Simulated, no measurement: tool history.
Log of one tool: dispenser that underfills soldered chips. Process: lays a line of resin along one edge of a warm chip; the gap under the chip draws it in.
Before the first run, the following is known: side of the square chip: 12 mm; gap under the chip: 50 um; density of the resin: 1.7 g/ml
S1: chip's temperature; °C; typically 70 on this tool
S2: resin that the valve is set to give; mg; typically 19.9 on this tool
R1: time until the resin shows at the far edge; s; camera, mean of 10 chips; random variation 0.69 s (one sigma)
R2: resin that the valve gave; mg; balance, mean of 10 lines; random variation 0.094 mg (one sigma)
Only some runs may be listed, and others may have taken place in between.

Run 1, hour 0.0: usual settings. Result: R1 80.3 s, R2 19.18 mg.
Run 2, hour 4.9: usual settings. Result: R1 89.2 s, R2 19.40 mg.
At hour 6.2: new syringe of resin.
Run 3, hour 10.2: usual settings but S1 74 °C. Result: R1 59.4 s, R2 19.05 mg.
Run 4, hour 15.2: usual settings but S1 74 °C. Result: R1 66.5 s, R2 19.16 mg.
At hour 21.2: new syringe of resin.
Run 5, hour 22.2: usual settings. Result: R1 67.5 s, R2 19.19 mg.
Run 6, hour 26.2: usual settings. Result: R1 74.7 s, R2 18.94 mg.
Run 7, hour 32.8: usual settings. Result: R1 85.8 s, R2 18.86 mg.
At hour 36.1: new syringe of resin.
Run 8, hour 37.4: usual settings. Result: R1 70.0 s, R2 19.07 mg.
Run 9, hour 42.0: usual settings. Result: R1 77.8 s, R2 18.81 mg.
Run 10, hour 49.4: usual settings but S2 19.3 mg. Result: R1 93.3 s, R2 18.45 mg.
At hour 50.9: new syringe of resin.
Run 11, hour 55.1: usual settings. Result: R1 72.0 s, R2 18.75 mg.
Run 12, hour 60.8: usual settings. Result: R1 83.4 s, R2 18.76 mg.
At hour 66.0: new syringe of resin.
Run 13, hour 67.0: usual settings but S2 21.8 mg. Result: R1 65.5 s, R2 20.36 mg.
Run 14, hour 70.1: usual settings but S2 21.8 mg. Result: R1 72.3 s, R2 20.63 mg.
Run 15, hour 74.4: usual settings. Result: R1 80.4 s, R2 18.56 mg.
At hour 80.7: new syringe of resin.
Run 16, hour 81.1: usual settings. Result: R1 68.1 s, R2 18.72 mg.
Run 17, hour 85.0: usual settings. Result: R1 73.3 s, R2 18.52 mg.
Run 18, hour 92.4: usual settings but S2 18.5 mg. Result: R1 90.1 s, R2 17.19 mg.
At hour 94.7: dispensing valve cleaned and set on the balance.
At hour 96.3: new syringe of resin.
Run 19, hour 99.3: usual settings but S2 18.5 mg. Result: R1 70.5 s, R2 18.46 mg.
Run 20, hour 103.5: usual settings but S1 60 °C, S2 20.5 mg. Result: R1 124.6 s, R2 20.60 mg.
Run 21, hour 108.4: usual settings but S1 55 °C, S2 21.5 mg. Result: R1 179.4 s, R2 21.51 mg.
At hour 111.1: new syringe of resin.
Run 22, hour 116.0: usual settings but S1 63 °C, S2 19.4 mg. Result: R1 102.1 s, R2 19.28 mg.
Run 23, hour 121.0: usual settings but S1 65 °C, S2 25.9 mg. Result: R1 104.4 s, R2 25.74 mg.
At hour 126.0: new syringe of resin.
Run 24, hour 128.0: usual settings but S1 75 °C, S2 25.4 mg. Result: R1 53.3 s, R2 25.21 mg.
Run 25, hour 135.1: usual settings but S1 81 °C, S2 24.5 mg. Result: R1 50.8 s, R2 24.08 mg.
At hour 140.8: new syringe of resin.
Run 26, hour 141.6: usual settings but S1 81 °C, S2 24.5 mg. Result: R1 40.9 s, R2 23.95 mg.
Run 27, hour 146.6: usual settings but S1 64 °C, S2 20.8 mg. Result: R1 100.1 s, R2 20.62 mg.
Run 28, hour 152.9: usual settings but S1 73 °C, S2 18.7 mg. Result: R1 78.4 s, R2 18.17 mg.
At hour 155.7: new syringe of resin.
Run 29, hour 159.0: usual settings but S1 81 °C, S2 25.8 mg. Result: R1 43.4 s, R2 25.18 mg.
Run 30, hour 164.6: usual settings but S2 19.7 mg. Result: R1 82.5 s, R2 19.21 mg.
At hour 170.3: new syringe of resin.
Run 31, hour 171.7: usual settings but S1 58 °C, S2 17.2 mg. Result: R1 123.7 s, R2 16.66 mg.
Run 32, hour 177.8: usual settings but S1 66 °C, S2 21.2 mg. Result: R1 94.1 s, R2 20.50 mg.
Run 33, hour 180.9: usual settings but S1 63 °C, S2 22.3 mg. Result: R1 115.6 s, R2 21.58 mg.
At hour 185.0: new syringe of resin.
Run 34, hour 188.1: usual settings but S1 55 °C, S2 22.3 mg. Result: R1 144.8 s, R2 21.42 mg.
Run 35, hour 192.6: usual settings but S1 58 °C, S2 22.3 mg. Result: R1 138.0 s, R2 21.28 mg.
Run 36, hour 198.0: usual settings but S1 57 °C, S2 17.7 mg. Result: R1 175.0 s, R2 16.88 mg.

4 ways to go on from here, each from the tool as it stands after run 36. What would each give?
At hour 199.8: new syringe of resin.
Run A, hour 203.2: usual settings but S1 60 °C. Result: R1 ?, R2 ?.
At hour 199.8: new syringe of resin.
Run B, hour 203.2: usual settings but S1 81 °C, S2 18.4 mg. Result: R1 ?, R2 ?.
At hour 199.8: new syringe of resin.
Run C, hour 203.2: usual settings but S1 58 °C, S2 22.3 mg. Result: R1 ?, R2 ?.
At hour 199.8: new syringe of resin.
Run D, hour 203.2: usual settings but S1 62 °C, S2 23.4 mg. Result: R1 ?, R2 ?.

run     R1     R2
  A  116.9  19.05
  B   46.6  17.47
  C  127.6  21.34
  D  103.9  22.50
What these runs would have given with no unlogged condition in the tool:
run     R1     R2
  A   99.4  19.94
  B   39.9  18.29
  C  108.7  22.33
  D   88.8  23.54
